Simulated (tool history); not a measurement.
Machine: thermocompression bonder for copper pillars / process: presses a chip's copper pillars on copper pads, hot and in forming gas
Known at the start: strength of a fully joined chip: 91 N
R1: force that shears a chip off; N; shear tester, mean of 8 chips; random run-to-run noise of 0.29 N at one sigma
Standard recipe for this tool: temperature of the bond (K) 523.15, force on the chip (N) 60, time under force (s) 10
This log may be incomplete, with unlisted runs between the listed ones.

Run 1, hour 0: usual settings. Result: R1 32.2 N.
Run 2, hour 49.1: usual settings. Result: R1 32.2 N.
Run 3, hour 98.5: usual settings. Result: R1 32.8 N.
Run 4, hour 140.5: usual settings. Result: R1 32.1 N.
Run 5, hour 170.7: usual settings. Result: R1 32.6 N.
Run 6, hour 201.1: usual settings. Result: R1 32.7 N.
Run 7, hour 249.2: usual settings. Result: R1 32.9 N.
Run 8, hour 301.5: usual settings. Result: R1 32.9 N.
Run 9, hour 330.2: usual settings. Result: R1 32.4 N.
Run 10, hour 373.9: usual settings but time under force (s) 8. Result: R1 29.8 N.
Run 11, hour 401.6: usual settings but time under force (s) 8. Result: R1 29.9 N.
Run 12, hour 435.6: usual settings but force on the chip (N) 75. Result: R1 41.3 N.
Run 13, hour 477.1: usual settings but force on the chip (N) 75. Result: R1 41.5 N.
Run 14, hour 516.6: usual settings but force on the chip (N) 75. Result: R1 41.6 N.
Run 15, hour 574.3: usual settings but force on the chip (N) 75. Result: R1 41.2 N.
Run 16, hour 616.4: usual settings but force on the chip (N) 75. Result: R1 41.9 N.
Run 17, hour 647.9: usual settings but force on the chip (N) 85. Result: R1 46.6 N.
Run 18, hour 699.8: usual settings but force on the chip (N) 85, time under force (s) 17. Result: R1 54.8 N.
Run 19, hour 733.6: usual settings but force on the chip (N) 45, time under force (s) 17. Result: R1 29.2 N.
Run 20, hour 769.3: usual settings but force on the chip (N) 45, time under force (s) 17. Result: R1 29.1 N.
Run 21, hour 800.1: usual settings but temperature of the bond (K) 532.15, force on the chip (N) 76, time under force (s) 22. Result: R1 60 N.
Run 22, hour 832.1: usual settings but temperature of the bond (K) 493.15, time under force (s) 5. Result: R1 13.9 N.
Run 23, hour 878.3: usual settings but time under force (s) 22. Result: R1 43.6 N.
Run 24, hour 933.5: usual settings but force on the chip (N) 89, time under force (s) 22. Result: R1 61.8 N.
Run 25, hour 985.8: usual settings but temperature of the bond (K) 508.15, force on the chip (N) 38, time under force (s) 27. Result: R1 22 N.
Run 26, hour 1026.4: usual settings but force on the chip (N) 58. Result: R1 31.6 N.
Run 27, hour 1056.2: usual settings but temperature of the bond (K) 543.15, time under force (s) 23. Result: R1 56.6 N.
Run 28, hour 1083.2: usual settings but temperature of the bond (K) 499.15, force on the chip (N) 40, time under force (s) 20. Result: R1 17.8 N.
Run 29, hour 1116.7: usual settings but temperature of the bond (K) 499.15, force on the chip (N) 40, time under force (s) 20. Result: R1 17.3 N.

Between the runs listed above, the log contained 3 entries, not reproduced here. Where in the sequence does each belong, and how does what the log doesn't record of the tool's condition differ from the listed run before to the listed run after?
Runs 3 to 4: forming gas filter changed (hour 127)
  oxide that the forming gas leaves, % of the face: 0.78 -> 0.51
Runs 7 to 8: heater calibrated with a thermocouple chip (hour 264)
  true temperature of the bond over the reading, C: -0.5 -> -0.1; oxide that the forming gas leaves, % of the face: 0.57 -> 0.59
Runs 18 to 19: forming gas filter changed (hour 733.6)
  oxide that the forming gas leaves, % of the face: 0.79 -> 0.51
